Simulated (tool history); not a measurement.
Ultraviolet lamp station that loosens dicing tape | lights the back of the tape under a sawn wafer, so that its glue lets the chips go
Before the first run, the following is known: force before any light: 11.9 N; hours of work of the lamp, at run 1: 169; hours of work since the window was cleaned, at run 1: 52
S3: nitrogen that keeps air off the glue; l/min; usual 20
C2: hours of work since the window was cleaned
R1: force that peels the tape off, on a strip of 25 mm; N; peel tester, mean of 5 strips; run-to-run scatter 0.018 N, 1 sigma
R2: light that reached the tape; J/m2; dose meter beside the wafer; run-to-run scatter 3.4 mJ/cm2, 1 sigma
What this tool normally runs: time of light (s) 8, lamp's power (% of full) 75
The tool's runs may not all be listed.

run 1 hour=0.0 | time_of_light_(s)=8 lamp's_power_(%_of_full)=75 S3=20 | hours_of_work_of_the_lamp=169 C2=52 | R1=1.034 R2=5040
run 2 hour=14.7 | time_of_light_(s)=8 lamp's_power_(%_of_full)=75 S3=9 | hours_of_work_of_the_lamp=180 C2=62 | R1=2.134 R2=5040
run 3 hour=25.9 | time_of_light_(s)=8 lamp's_power_(%_of_full)=75 S3=9 | hours_of_work_of_the_lamp=188 C2=71 | R1=2.123 R2=5020
run 4 hour=35.6 | time_of_light_(s)=8 lamp's_power_(%_of_full)=75 S3=9 | hours_of_work_of_the_lamp=195 C2=78 | R1=2.143 R2=5000
run 5 hour=51.0 | time_of_light_(s)=8 lamp's_power_(%_of_full)=75 S3=9 | hours_of_work_of_the_lamp=207 C2=89 | R1=2.186 R2=4940
run 6 hour=63.1 | time_of_light_(s)=8 lamp's_power_(%_of_full)=75 S3=9 | hours_of_work_of_the_lamp=215 C2=98 | R1=2.208 R2=4960
run 7 hour=81.5 | time_of_light_(s)=8 lamp's_power_(%_of_full)=75 S3=20 | hours_of_work_of_the_lamp=229 C2=111 | R1=1.176 R2=4930
run 8 hour=95.3 | time_of_light_(s)=8 lamp's_power_(%_of_full)=75 S3=20 | hours_of_work_of_the_lamp=239 C2=121 | R1=1.163 R2=4770
run 9 hour=112.0 | time_of_light_(s)=8 lamp's_power_(%_of_full)=75 S3=20 | hours_of_work_of_the_lamp=251 C2=133 | R1=1.188 R2=4730
run 10 hour=130.3 | time_of_light_(s)=8 lamp's_power_(%_of_full)=75 S3=20 | hours_of_work_of_the_lamp=265 C2=147 | R1=1.296 R2=4700
run 11 hour=148.2 | time_of_light_(s)=8 lamp's_power_(%_of_full)=75 S3=20 | hours_of_work_of_the_lamp=278 C2=160 | R1=1.230 R2=4650
run 12 hour=163.9 | time_of_light_(s)=8 lamp's_power_(%_of_full)=75 S3=20 | hours_of_work_of_the_lamp=289 C2=171 | R1=1.348 R2=4630
run 13 hour=171.8 | time_of_light_(s)=8 lamp's_power_(%_of_full)=75 S3=20 | hours_of_work_of_the_lamp=295 C2=177 | R1=1.347 R2=4570
run 14 hour=182.7 | time_of_light_(s)=8 lamp's_power_(%_of_full)=75 S3=20 | hours_of_work_of_the_lamp=303 C2=185 | R1=1.351 R2=4530
run 15 hour=201.3 | time_of_light_(s)=8 lamp's_power_(%_of_full)=75 S3=20 | hours_of_work_of_the_lamp=316 C2=199 | R1=1.328 R2=4550
run 16 hour=217.2 | time_of_light_(s)=8 lamp's_power_(%_of_full)=75 S3=20 | hours_of_work_of_the_lamp=328 C2=210 | R1=1.404 R2=4490
run 17 hour=230.6 | time_of_light_(s)=7 lamp's_power_(%_of_full)=71 S3=7 | hours_of_work_of_the_lamp=338 C2=220 | R1=3.960 R2=3690
run 18 hour=247.2 | time_of_light_(s)=8 lamp's_power_(%_of_full)=75 S3=23 | hours_of_work_of_the_lamp=350 C2=232 | R1=1.295 R2=4330
run 19 hour=259.5 | time_of_light_(s)=8 lamp's_power_(%_of_full)=75 S3=7 | hours_of_work_of_the_lamp=359 C2=241 | R1=3.120 R2=4380
run 20 hour=268.8 | time_of_light_(s)=8 lamp's_power_(%_of_full)=75 S3=7 | hours_of_work_of_the_lamp=366 C2=248 | R1=3.078 R2=4260
run 21 hour=278.4 | time_of_light_(s)=8 lamp's_power_(%_of_full)=75 S3=7 | hours_of_work_of_the_lamp=373 C2=255 | R1=3.175 R2=4280
run 22 hour=286.3 | time_of_light_(s)=9 lamp's_power_(%_of_full)=63 S3=7 | hours_of_work_of_the_lamp=378 C2=261 | R1=3.464 R2=4050
run 23 hour=294.9 | time_of_light_(s)=11 lamp's_power_(%_of_full)=68 S3=20 | hours_of_work_of_the_lamp=385 C2=267 | R1=0.979 R2=5300
run 24 hour=305.0 | time_of_light_(s)=11 lamp's_power_(%_of_full)=68 S3=20 | hours_of_work_of_the_lamp=392 C2=274 | R1=0.963 R2=5240
-- hour=310.1 window cleaned of glue's vapour
run 25 hour=323.5 | time_of_light_(s)=11 lamp's_power_(%_of_full)=68 S3=27 | hours_of_work_of_the_lamp=405 C2=10 | R1=0.442 R2=6230
run 26 hour=337.6 | time_of_light_(s)=7 lamp's_power_(%_of_full)=75 S3=12 | hours_of_work_of_the_lamp=416 C2=20 | R1=2.113 R2=4360
run 27 hour=354.5 | time_of_light_(s)=8 lamp's_power_(%_of_full)=66 S3=24 | hours_of_work_of_the_lamp=428 C2=32 | R1=1.267 R2=4340
run 28 hour=366.7 | time_of_light_(s)=4 lamp's_power_(%_of_full)=75 S3=20 | hours_of_work_of_the_lamp=437 C2=41 | R1=3.599 R2=2440
run 29 hour=380.5 | time_of_light_(s)=4 lamp's_power_(%_of_full)=75 S3=20 | hours_of_work_of_the_lamp=447 C2=51 | R1=3.554 R2=2410
run 30 hour=389.5 | time_of_light_(s)=4 lamp's_power_(%_of_full)=75 S3=20 | hours_of_work_of_the_lamp=453 C2=58 | R1=3.727 R2=2420
run 31 hour=403.2 | time_of_light_(s)=4 lamp's_power_(%_of_full)=75 S3=20 | hours_of_work_of_the_lamp=463 C2=68 | R1=3.809 R2=2400
run 32 hour=413.3 | time_of_light_(s)=12 lamp's_power_(%_of_full)=90 S3=6 | hours_of_work_of_the_lamp=471 C2=75 | R1=1.031 R2=8690

Predict each of these 4 candidate next runs independently; none follows another, all start after run 32:
run A hour=427.3 | time_of_light_(s)=12 lamp's_power_(%_of_full)=74 S3=12 | hours_of_work_of_the_lamp=481 C2=86 | R1=? R2=?
run B hour=427.3 | time_of_light_(s)=11 lamp's_power_(%_of_full)=63 S3=9 | hours_of_work_of_the_lamp=481 C2=86 | R1=? R2=?
run C hour=427.3 | time_of_light_(s)=12 lamp's_power_(%_of_full)=86 S3=38 | hours_of_work_of_the_lamp=481 C2=86 | R1=? R2=?
run D hour=427.3 | time_of_light_(s)=6 lamp's_power_(%_of_full)=90 S3=6 | hours_of_work_of_the_lamp=481 C2=86 | R1=? R2=?

run=A R1=0.829 R2=6900
run=B R1=1.829 R2=5430
run=C R1=0.159 R2=8120
run=D R1=3.337 R2=4250
The same runs, with their run-to-run variation unchanged, on a tool lacking any hidden condition would have given:
run=A R1=0.557 R2=8060
run=B R1=1.357 R2=6330
run=C R1=0.117 R2=9460
run=D R1=2.727 R2=4960
